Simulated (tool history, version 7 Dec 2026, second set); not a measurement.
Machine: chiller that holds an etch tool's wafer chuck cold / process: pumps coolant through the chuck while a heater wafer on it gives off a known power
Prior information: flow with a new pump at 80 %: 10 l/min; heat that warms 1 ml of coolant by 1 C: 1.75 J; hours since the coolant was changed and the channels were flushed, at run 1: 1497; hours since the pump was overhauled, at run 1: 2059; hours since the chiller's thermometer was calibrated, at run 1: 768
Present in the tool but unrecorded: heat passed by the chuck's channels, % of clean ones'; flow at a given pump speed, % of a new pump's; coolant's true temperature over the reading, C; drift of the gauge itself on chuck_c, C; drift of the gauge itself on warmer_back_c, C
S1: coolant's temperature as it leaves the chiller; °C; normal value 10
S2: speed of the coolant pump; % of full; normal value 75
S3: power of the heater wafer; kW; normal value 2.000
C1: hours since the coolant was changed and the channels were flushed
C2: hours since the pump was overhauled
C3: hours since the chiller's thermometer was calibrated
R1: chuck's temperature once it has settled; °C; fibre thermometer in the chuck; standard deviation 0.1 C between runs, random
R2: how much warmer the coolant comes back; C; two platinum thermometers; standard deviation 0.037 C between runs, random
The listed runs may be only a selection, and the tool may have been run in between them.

run 1 hour=0.0 | S1=10 S2=75 S3=2.000 | C1=1497 C2=2059 C3=768 | R1=25.2 R2=7.70
run 2 hour=48.9 | S1=10 S2=75 S3=2.000 | C1=1546 C2=2108 C3=817 | R1=25.3 R2=7.72
run 3 hour=93.6 | S1=10 S2=75 S3=2.000 | C1=1591 C2=2153 C3=862 | R1=25.2 R2=7.67
run 4 hour=137.9 | S1=10 S2=75 S3=2.000 | C1=1635 C2=2197 C3=906 | R1=25.5 R2=7.70
run 5 hour=187.1 | S1=10 S2=75 S3=2.000 | C1=1684 C2=2247 C3=955 | R1=25.5 R2=7.67
run 6 hour=229.5 | S1=10 S2=75 S3=2.000 | C1=1726 C2=2289 C3=998 | R1=25.3 R2=7.68
run 7 hour=266.8 | S1=10 S2=75 S3=2.000 | C1=1764 C2=2326 C3=1035 | R1=25.4 R2=7.69
run 8 hour=299.5 | S1=10 S2=75 S3=2.000 | C1=1796 C2=2359 C3=1068 | R1=25.4 R2=7.67
run 9 hour=322.3 | S1=10 S2=94 S3=2.000 | C1=1819 C2=2382 C3=1090 | R1=23.1 R2=5.97
run 10 hour=373.0 | S1=10 S2=75 S3=2.000 | C1=1870 C2=2432 C3=1141 | R1=25.3 R2=7.63
run 11 hour=411.8 | S1=10 S2=75 S3=2.000 | C1=1909 C2=2471 C3=1180 | R1=25.5 R2=7.76
run 12 hour=438.9 | S1=5 S2=75 S3=2.000 | C1=1936 C2=2498 C3=1207 | R1=20.4 R2=7.77
run 13 hour=471.6 | S1=10 S2=90 S3=2.000 | C1=1969 C2=2531 C3=1240 | R1=23.5 R2=6.30
run 14 hour=509.7 | S1=10 S2=90 S3=2.835 | C1=2007 C2=2569 C3=1278 | R1=29.3 R2=8.94
run 15 hour=541.1 | S1=10 S2=75 S3=2.000 | C1=2038 C2=2601 C3=1309 | R1=25.4 R2=7.79
run 16 hour=572.6 | S1=10 S2=75 S3=2.000 | C1=2070 C2=2632 C3=1341 | R1=25.4 R2=7.84
run 17 hour=607.1 | S1=10 S2=75 S3=2.000 | C1=2104 C2=2667 C3=1375 | R1=25.5 R2=7.74
run 18 hour=631.4 | S1=14 S2=77 S3=2.000 | C1=2128 C2=2691 C3=1400 | R1=29.1 R2=7.57
run 19 hour=679.2 | S1=14 S2=60 S3=1.903 | C1=2176 C2=2739 C3=1447 | R1=31.4 R2=9.51
run 20 hour=712.1 | S1=15 S2=60 S3=2.045 | C1=2209 C2=2772 C3=1480 | R1=33.6 R2=10.22
run 21 hour=741.7 | S1=19 S2=60 S3=1.939 | C1=2239 C2=2801 C3=1510 | R1=36.6 R2=9.75
run 22 hour=776.2 | S1=16 S2=61 S3=1.939 | C1=2273 C2=2836 C3=1544 | R1=33.6 R2=9.52
run 23 hour=810.9 | S1=13 S2=81 S3=2.776 | C1=2308 C2=2870 C3=1579 | R1=33.5 R2=9.93
run 24 hour=860.0 | S1=8 S2=91 S3=1.546 | C1=2357 C2=2919 C3=1628 | R1=18.3 R2=4.86
run 25 hour=912.0 | S1=8 S2=91 S3=1.546 | C1=2409 C2=2972 C3=1680 | R1=18.3 R2=4.84
run 26 hour=952.4 | S1=11 S2=75 S3=2.000 | C1=2449 C2=3012 C3=1721 | R1=26.4 R2=7.79
run 27 hour=988.4 | S1=10 S2=77 S3=2.000 | C1=2485 C2=3048 C3=1757 | R1=25.0 R2=7.60
run 28 hour=1038.9 | S1=9 S2=87 S3=2.307 | C1=2536 C2=3098 C3=1807 | R1=25.3 R2=7.64
run 29 hour=1091.2 | S1=9 S2=87 S3=2.307 | C1=2588 C2=3151 C3=1859 | R1=25.1 R2=7.60
run 30 hour=1116.0 | S1=2 S2=87 S3=2.095 | C1=2613 C2=3175 C3=1884 | R1=16.7 R2=7.10
run 31 hour=1156.1 | S1=10 S2=75 S3=2.564 | C1=2653 C2=3216 C3=1924 | R1=30.1 R2=10.14

What if the next run were any one of these 5? Each begins from the tool's condition after run 31:
run A hour=1205.1 | S1=3 S2=93 S3=1.613 | C1=2702 C2=3265 C3=1973 | R1=? R2=?
run B hour=1205.1 | S1=6 S2=75 S3=1.078 | C1=2702 C2=3265 C3=1973 | R1=? R2=?
run C hour=1205.1 | S1=4 S2=75 S3=2.498 | C1=2702 C2=3265 C3=1973 | R1=? R2=?
run D hour=1205.1 | S1=7 S2=97 S3=2.564 | C1=2702 C2=3265 C3=1973 | R1=? R2=?
run E hour=1205.1 | S1=10 S2=91 S3=2.000 | C1=2702 C2=3265 C3=1973 | R1=? R2=?

run=A R1=13.5 R2=4.97
run=B R1=14.2 R2=4.25
run=C R1=23.7 R2=9.84
run=D R1=23.7 R2=7.50
run=E R1=23.4 R2=6.29
What these runs would have given with no unlogged condition in the tool:
run=A R1=13.0 R2=4.67
run=B R1=14.0 R2=3.99
run=C R1=22.4 R2=9.24
run=D R1=22.7 R2=7.04
run=E R1=22.6 R2=5.90
